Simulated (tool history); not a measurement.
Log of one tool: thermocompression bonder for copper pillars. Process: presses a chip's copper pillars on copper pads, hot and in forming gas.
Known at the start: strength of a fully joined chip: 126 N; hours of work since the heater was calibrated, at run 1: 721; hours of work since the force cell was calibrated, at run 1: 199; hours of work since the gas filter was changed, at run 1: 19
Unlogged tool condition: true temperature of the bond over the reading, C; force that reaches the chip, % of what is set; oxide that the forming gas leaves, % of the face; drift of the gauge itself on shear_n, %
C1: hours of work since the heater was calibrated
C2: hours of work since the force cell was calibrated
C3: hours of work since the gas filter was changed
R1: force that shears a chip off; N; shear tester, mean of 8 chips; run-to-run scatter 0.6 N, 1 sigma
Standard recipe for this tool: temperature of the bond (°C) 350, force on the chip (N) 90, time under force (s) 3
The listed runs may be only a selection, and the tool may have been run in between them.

run 1 hour=0.0 | temperature_of_the_bond_(°C)=350 force_on_the_chip_(N)=90 time_under_force_(s)=3 | C1=721 C2=199 C3=19 | R1=42.4
run 2 hour=11.0 | temperature_of_the_bond_(°C)=350 force_on_the_chip_(N)=122 time_under_force_(s)=3 | C1=729 C2=207 C3=27 | R1=53.1
run 3 hour=23.7 | temperature_of_the_bond_(°C)=350 force_on_the_chip_(N)=122 time_under_force_(s)=3 | C1=738 C2=216 C3=36 | R1=53.8
run 4 hour=32.8 | temperature_of_the_bond_(°C)=350 force_on_the_chip_(N)=90 time_under_force_(s)=3 | C1=745 C2=223 C3=42 | R1=42.0
run 5 hour=42.7 | temperature_of_the_bond_(°C)=350 force_on_the_chip_(N)=90 time_under_force_(s)=3 | C1=752 C2=230 C3=49 | R1=42.1
run 6 hour=50.0 | temperature_of_the_bond_(°C)=350 force_on_the_chip_(N)=90 time_under_force_(s)=3 | C1=757 C2=235 C3=55 | R1=42.2
run 7 hour=59.8 | temperature_of_the_bond_(°C)=350 force_on_the_chip_(N)=90 time_under_force_(s)=3 | C1=764 C2=242 C3=61 | R1=42.6
run 8 hour=72.1 | temperature_of_the_bond_(°C)=350 force_on_the_chip_(N)=90 time_under_force_(s)=3 | C1=772 C2=251 C3=70 | R1=41.5
run 9 hour=86.8 | temperature_of_the_bond_(°C)=350 force_on_the_chip_(N)=90 time_under_force_(s)=3 | C1=783 C2=261 C3=81 | R1=40.7
run 10 hour=100.9 | temperature_of_the_bond_(°C)=350 force_on_the_chip_(N)=90 time_under_force_(s)=3 | C1=793 C2=271 C3=91 | R1=40.7
run 11 hour=110.5 | temperature_of_the_bond_(°C)=343 force_on_the_chip_(N)=90 time_under_force_(s)=3 | C1=800 C2=278 C3=98 | R1=38.3
run 12 hour=124.2 | temperature_of_the_bond_(°C)=343 force_on_the_chip_(N)=90 time_under_force_(s)=3 | C1=810 C2=288 C3=107 | R1=38.2
run 13 hour=136.6 | temperature_of_the_bond_(°C)=343 force_on_the_chip_(N)=90 time_under_force_(s)=3 | C1=818 C2=297 C3=116 | R1=38.0
run 14 hour=151.2 | temperature_of_the_bond_(°C)=350 force_on_the_chip_(N)=90 time_under_force_(s)=3 | C1=829 C2=307 C3=126 | R1=41.0
run 15 hour=159.1 | temperature_of_the_bond_(°C)=350 force_on_the_chip_(N)=90 time_under_force_(s)=2 | C1=834 C2=313 C3=132 | R1=35.5
run 16 hour=171.0 | temperature_of_the_bond_(°C)=322 force_on_the_chip_(N)=90 time_under_force_(s)=2 | C1=843 C2=321 C3=141 | R1=24.7
run 17 hour=179.3 | temperature_of_the_bond_(°C)=322 force_on_the_chip_(N)=90 time_under_force_(s)=4 | C1=849 C2=327 C3=147 | R1=33.7
run 18 hour=188.7 | temperature_of_the_bond_(°C)=322 force_on_the_chip_(N)=90 time_under_force_(s)=4 | C1=855 C2=334 C3=153 | R1=33.3
run 19 hour=204.4 | temperature_of_the_bond_(°C)=350 force_on_the_chip_(N)=90 time_under_force_(s)=2 | C1=867 C2=345 C3=164 | R1=32.7
run 20 hour=218.3 | temperature_of_the_bond_(°C)=350 force_on_the_chip_(N)=90 time_under_force_(s)=2 | C1=877 C2=355 C3=174 | R1=34.9
run 21 hour=225.5 | temperature_of_the_bond_(°C)=350 force_on_the_chip_(N)=90 time_under_force_(s)=2 | C1=882 C2=360 C3=179 | R1=35.1
run 22 hour=232.5 | temperature_of_the_bond_(°C)=364 force_on_the_chip_(N)=89 time_under_force_(s)=3 | C1=887 C2=365 C3=184 | R1=47.7
run 23 hour=245.7 | temperature_of_the_bond_(°C)=349 force_on_the_chip_(N)=91 time_under_force_(s)=3 | C1=896 C2=374 C3=194 | R1=39.7
-- hour=256.7 heater calibrated with a thermocouple chip
run 24 hour=257.2 | temperature_of_the_bond_(°C)=328 force_on_the_chip_(N)=90 time_under_force_(s)=3 | C1=0 C2=381 C3=201 | R1=34.0
run 25 hour=270.6 | temperature_of_the_bond_(°C)=328 force_on_the_chip_(N)=68 time_under_force_(s)=3 | C1=10 C2=390 C3=210 | R1=26.6
run 26 hour=284.6 | temperature_of_the_bond_(°C)=328 force_on_the_chip_(N)=68 time_under_force_(s)=3 | C1=20 C2=400 C3=220 | R1=26.3
run 27 hour=296.5 | temperature_of_the_bond_(°C)=328 force_on_the_chip_(N)=68 time_under_force_(s)=3 | C1=28 C2=409 C3=228 | R1=26.4
run 28 hour=308.7 | temperature_of_the_bond_(°C)=335 force_on_the_chip_(N)=65 time_under_force_(s)=3 | C1=37 C2=418 C3=237 | R1=28.5
run 29 hour=318.8 | temperature_of_the_bond_(°C)=380 force_on_the_chip_(N)=90 time_under_force_(s)=3 | C1=44 C2=425 C3=244 | R1=57.9
run 30 hour=326.7 | temperature_of_the_bond_(°C)=322 force_on_the_chip_(N)=82 time_under_force_(s)=3 | C1=50 C2=430 C3=250 | R1=28.9
run 31 hour=335.7 | temperature_of_the_bond_(°C)=350 force_on_the_chip_(N)=67 time_under_force_(s)=3 | C1=56 C2=437 C3=256 | R1=33.2
run 32 hour=351.0 | temperature_of_the_bond_(°C)=350 force_on_the_chip_(N)=67 time_under_force_(s)=3 | C1=67 C2=448 C3=267 | R1=33.4
run 33 hour=362.8 | temperature_of_the_bond_(°C)=324 force_on_the_chip_(N)=131 time_under_force_(s)=3 | C1=75 C2=456 C3=276 | R1=43.1
run 34 hour=375.9 | temperature_of_the_bond_(°C)=324 force_on_the_chip_(N)=131 time_under_force_(s)=3 | C1=85 C2=465 C3=285 | R1=43.0
run 35 hour=387.3 | temperature_of_the_bond_(°C)=373 force_on_the_chip_(N)=75 time_under_force_(s)=3 | C1=93 C2=474 C3=293 | R1=46.8
run 36 hour=398.3 | temperature_of_the_bond_(°C)=350 force_on_the_chip_(N)=91 time_under_force_(s)=5 | C1=101 C2=481 C3=301 | R1=52.1
run 37 hour=408.7 | temperature_of_the_bond_(°C)=321 force_on_the_chip_(N)=90 time_under_force_(s)=3 | C1=108 C2=489 C3=308 | R1=31.6
run 38 hour=419.1 | temperature_of_the_bond_(°C)=327 force_on_the_chip_(N)=90 time_under_force_(s)=3 | C1=116 C2=496 C3=316 | R1=32.0
-- hour=423.9 forming gas filter changed
run 39 hour=427.3 | temperature_of_the_bond_(°C)=327 force_on_the_chip_(N)=90 time_under_force_(s)=3 | C1=121 C2=502 C3=2 | R1=33.2
run 40 hour=440.7 | temperature_of_the_bond_(°C)=327 force_on_the_chip_(N)=90 time_under_force_(s)=3 | C1=131 C2=511 C3=12 | R1=33.2
run 41 hour=455.3 | temperature_of_the_bond_(°C)=350 force_on_the_chip_(N)=90 time_under_force_(s)=4 | C1=141 C2=522 C3=22 | R1=48.5

Here are 3 independent what-if runs from the current tool condition. What would each one return?
run A hour=462.4 | temperature_of_the_bond_(°C)=328 force_on_the_chip_(N)=131 time_under_force_(s)=6 | C1=146 C2=527 C3=27 | R1=?
run B hour=462.4 | temperature_of_the_bond_(°C)=358 force_on_the_chip_(N)=118 time_under_force_(s)=6 | C1=146 C2=527 C3=27 | R1=?
run C hour=462.4 | temperature_of_the_bond_(°C)=345 force_on_the_chip_(N)=104 time_under_force_(s)=2 | C1=146 C2=527 C3=27 | R1=?

run=A R1=59.0
run=B R1=71.1
run=C R1=40.5
With the hidden condition removed and each run's random variation left untouched, the same runs would have given:
run=A R1=61.9
run=B R1=74.0
run=C R1=42.6

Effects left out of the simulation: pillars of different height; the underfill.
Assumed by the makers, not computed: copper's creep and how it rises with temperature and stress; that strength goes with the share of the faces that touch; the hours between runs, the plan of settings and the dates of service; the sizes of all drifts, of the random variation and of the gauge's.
